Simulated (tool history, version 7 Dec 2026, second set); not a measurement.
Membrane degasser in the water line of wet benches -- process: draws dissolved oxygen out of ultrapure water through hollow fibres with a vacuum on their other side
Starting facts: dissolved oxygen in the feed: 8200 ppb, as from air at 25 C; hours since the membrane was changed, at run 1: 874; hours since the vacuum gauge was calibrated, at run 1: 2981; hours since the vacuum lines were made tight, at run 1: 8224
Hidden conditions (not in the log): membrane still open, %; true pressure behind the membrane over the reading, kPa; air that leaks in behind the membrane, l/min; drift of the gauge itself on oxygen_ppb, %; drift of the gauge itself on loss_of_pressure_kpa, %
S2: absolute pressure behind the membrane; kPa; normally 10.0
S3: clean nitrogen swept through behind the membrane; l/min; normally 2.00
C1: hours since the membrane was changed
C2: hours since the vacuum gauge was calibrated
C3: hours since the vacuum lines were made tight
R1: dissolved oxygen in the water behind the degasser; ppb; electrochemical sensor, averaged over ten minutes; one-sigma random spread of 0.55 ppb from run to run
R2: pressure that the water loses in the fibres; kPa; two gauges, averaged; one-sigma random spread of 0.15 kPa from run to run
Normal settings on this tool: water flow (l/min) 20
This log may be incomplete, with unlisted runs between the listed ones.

run 1 day=0.000 | water_flow_(l/min)=20 S2=10.0 S3=2.00 | C1=874 C2=2981 C3=8224 | R1=167.6 R2=38.64
run 2 day=1.425 | water_flow_(l/min)=20 S2=10.0 S3=2.00 | C1=909 C2=3015 C3=8258 | R1=165.9 R2=38.42
run 3 day=3.821 | water_flow_(l/min)=20 S2=10.0 S3=2.00 | C1=966 C2=3072 C3=8316 | R1=166.3 R2=38.56
run 4 day=5.704 | water_flow_(l/min)=22 S2=10.0 S3=2.00 | C1=1011 C2=3117 C3=8361 | R1=186.2 R2=42.55
run 5 day=6.908 | water_flow_(l/min)=22 S2=10.0 S3=2.00 | C1=1040 C2=3146 C3=8390 | R1=186.9 R2=42.38
run 6 day=8.217 | water_flow_(l/min)=20 S2=10.0 S3=2.17 | C1=1072 C2=3178 C3=8421 | R1=154.2 R2=39.10
run 7 day=10.667 | water_flow_(l/min)=26 S2=10.0 S3=2.00 | C1=1130 C2=3237 C3=8480 | R1=229.6 R2=50.43
run 8 day=12.788 | water_flow_(l/min)=13 S2=10.0 S3=2.00 | C1=1181 C2=3287 C3=8531 | R1=106.4 R2=25.39
run 9 day=15.462 | water_flow_(l/min)=13 S2=10.0 S3=2.00 | C1=1246 C2=3352 C3=8595 | R1=105.9 R2=25.57
run 10 day=18.112 | water_flow_(l/min)=13 S2=10.0 S3=2.00 | C1=1309 C2=3415 C3=8659 | R1=106.3 R2=25.41
run 11 day=20.958 | water_flow_(l/min)=13 S2=10.0 S3=2.00 | C1=1378 C2=3484 C3=8727 | R1=106.4 R2=25.48
run 12 day=22.704 | water_flow_(l/min)=13 S2=10.0 S3=2.00 | C1=1419 C2=3525 C3=8769 | R1=106.9 R2=25.42
run 13 day=25.012 | water_flow_(l/min)=13 S2=10.0 S3=2.00 | C1=1475 C2=3581 C3=8824 | R1=106.6 R2=25.55
run 14 day=26.750 | water_flow_(l/min)=20 S2=10.0 S3=2.00 | C1=1516 C2=3622 C3=8866 | R1=167.1 R2=39.24
-- day=27.608 gauge calibrated
run 15 day=29.296 | water_flow_(l/min)=20 S2=10.0 S3=2.00 | C1=1578 C2=3684 C3=8927 | R1=167.5 R2=38.53
run 16 day=31.717 | water_flow_(l/min)=20 S2=10.0 S3=2.00 | C1=1636 C2=3742 C3=8985 | R1=166.5 R2=38.26
run 17 day=33.642 | water_flow_(l/min)=19 S2=10.0 S3=2.00 | C1=1682 C2=3788 C3=9031 | R1=157.4 R2=36.78
run 18 day=36.000 | water_flow_(l/min)=19 S2=10.0 S3=2.00 | C1=1738 C2=3845 C3=9088 | R1=157.1 R2=36.84
run 19 day=37.254 | water_flow_(l/min)=13 S2=17.6 S3=1.40 | C1=1769 C2=3875 C3=9118 | R1=308.6 R2=25.24
run 20 day=38.967 | water_flow_(l/min)=13 S2=17.6 S3=1.40 | C1=1810 C2=3916 C3=9159 | R1=308.9 R2=25.35
run 21 day=41.408 | water_flow_(l/min)=15 S2=16.4 S3=2.00 | C1=1868 C2=3974 C3=9218 | R1=233.2 R2=29.21
run 22 day=43.392 | water_flow_(l/min)=20 S2=11.0 S3=0.93 | C1=1916 C2=4022 C3=9265 | R1=366.7 R2=39.07
run 23 day=45.154 | water_flow_(l/min)=20 S2=11.0 S3=0.93 | C1=1958 C2=4064 C3=9308 | R1=366.2 R2=39.25
run 24 day=47.633 | water_flow_(l/min)=20 S2=10.0 S3=3.47 | C1=2018 C2=4124 C3=9367 | R1=103.0 R2=38.98
run 25 day=49.396 | water_flow_(l/min)=20 S2=10.0 S3=3.47 | C1=2060 C2=4166 C3=9410 | R1=102.8 R2=39.30
run 26 day=51.958 | water_flow_(l/min)=27 S2=7.9 S3=1.32 | C1=2122 C2=4228 C3=9471 | R1=244.8 R2=53.12
run 27 day=54.071 | water_flow_(l/min)=21 S2=7.9 S3=0.93 | C1=2172 C2=4278 C3=9522 | R1=238.9 R2=41.24
run 28 day=55.333 | water_flow_(l/min)=14 S2=10.0 S3=0.86 | C1=2203 C2=4309 C3=9552 | R1=246.5 R2=27.50
run 29 day=58.083 | water_flow_(l/min)=28 S2=8.9 S3=2.48 | C1=2268 C2=4375 C3=9618 | R1=188.1 R2=55.19
run 30 day=61.025 | water_flow_(l/min)=20 S2=10.1 S3=3.23 | C1=2339 C2=4445 C3=9689 | R1=111.2 R2=39.82
run 31 day=62.638 | water_flow_(l/min)=13 S2=10.1 S3=2.41 | C1=2378 C2=4484 C3=9727 | R1=90.6 R2=25.68
run 32 day=65.075 | water_flow_(l/min)=14 S2=10.0 S3=1.74 | C1=2436 C2=4542 C3=9786 | R1=130.8 R2=27.91
run 33 day=67.633 | water_flow_(l/min)=20 S2=7.1 S3=1.09 | C1=2498 C2=4604 C3=9847 | R1=167.9 R2=39.79

Entry by entry between the runs, the difference in hidden state between the last listed run before and the first listed run after:
From run 14 to run 15: gauge calibrated (day 27.608)
  drift of the gauge itself on loss_of_pressure_kpa, %: 2.4 -> 0.15
  measured value less the no-hidden-state value, R2: +0.93 -> +0.06 kPa
